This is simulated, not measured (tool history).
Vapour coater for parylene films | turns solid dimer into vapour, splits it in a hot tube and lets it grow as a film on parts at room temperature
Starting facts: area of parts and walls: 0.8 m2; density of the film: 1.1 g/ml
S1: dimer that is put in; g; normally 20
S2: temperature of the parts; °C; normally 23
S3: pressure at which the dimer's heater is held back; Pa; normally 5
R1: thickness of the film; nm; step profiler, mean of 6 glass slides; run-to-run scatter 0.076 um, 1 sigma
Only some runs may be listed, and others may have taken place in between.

run	hour	S1	S2	S3	R1
1	0	20	23	5	12690
2	21.2	20	23	5	12590
3	37.8	20	23	2.03	13270
4	54.8	20	23	2.03	13220
5	79.7	20	23	2.03	13280
6	92.6	20	23	2.03	13470
7	116.2	20	23	2.03	13110
8	130.4	11	23	5	6930
9	151.4	20	23	6.47	12270
10	176.3	20	23	6.47	12250
11	188.6	20	23	5	12420
12	209.4	20	23	5	12510
13	229.3	20	23	5	12510
14	252.5	20	23	5	12440
15	273.7	20	15	8.82	15810
16	289.8	28	18	9.06	19750
17	310.7	28	18	9.06	19930
18	327.7	28	18	9.06	19840
19	345.8	28	18	9.06	19780
20	357.7	9	23	5	5600
21	371.7	8	22	4.13	5250
22	383.4	15	32	11.61	6580

Branching from run 22: 4 alternative next runs. What would each branch give?
A	396.4	14	32	7.41	?
B	396.4	20	23	2.93	?
C	396.4	15	32	3.24	?
D	396.4	15	26	11.61	?

run	R1
A	6210
B	12800
C	7100
D	7990
Stripped of hidden state, with their random variation kept, the same runs would have yielded:
run	R1
A	6230
B	12840
C	7130
D	8020
